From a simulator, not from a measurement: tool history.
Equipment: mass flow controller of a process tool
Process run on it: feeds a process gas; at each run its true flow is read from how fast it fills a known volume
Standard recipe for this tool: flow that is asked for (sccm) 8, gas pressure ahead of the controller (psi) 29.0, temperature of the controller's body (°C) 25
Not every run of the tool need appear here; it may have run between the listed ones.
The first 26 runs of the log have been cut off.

run	hour	flow that is asked for (sccm)	gas pressure ahead of the controller (psi)	temperature of the controller's body (°C)	true flow (%)
27	4385.4	5	39.5	23	100.95
28	4591.0	3	30.5	32	100.45
29	4838.7	8	29.2	32	100.76
30	4969.9	17	29.0	25	102.69
31	5080.2	17	29.0	25	102.76
32	5284.6	5	30.2	22	101.92
33	5466.0	5	30.2	22	101.93
34	5615.3	11	36.8	28	101.72
35	5790.0	6	23.6	33	101.34
36	5898.7	6	25.7	33	101.33
37	6070.6	5	31.0	33	101.22
38	6223.9	6	31.0	27	101.91
39	6346.7	8	36.3	25	102.11
40	6574.8	14	29.0	29	102.56
41	6767.2	13	25.8	25	102.95
42	6975.9	8	24.1	35	101.78
43	7120.5	8	24.1	35	101.68
44	7333.4	7	26.1	25	102.90
45	7518.0	7	26.1	25	103.04
46	7731.7	10	27.1	27	102.88
47	7931.4	5	27.1	27	103.08
48	8159.1	14	23.8	33	102.94
49	8389.6	3	30.9	33	103.77

Consider 3 possible next runs. They are alternatives, not a sequence: every one starts from the tool as it was left by run 49. What does each give?
A	8571.4	3	20.9	34	?
B	8571.4	13	36.0	30	?
C	8571.4	2	21.8	22	?

run	true flow (%)
A	103.92
B	103.06
C	106.50
Without the tool's unlogged condition, the same runs would have read:
run	true flow (%)
A	96.86
B	98.33
C	97.92
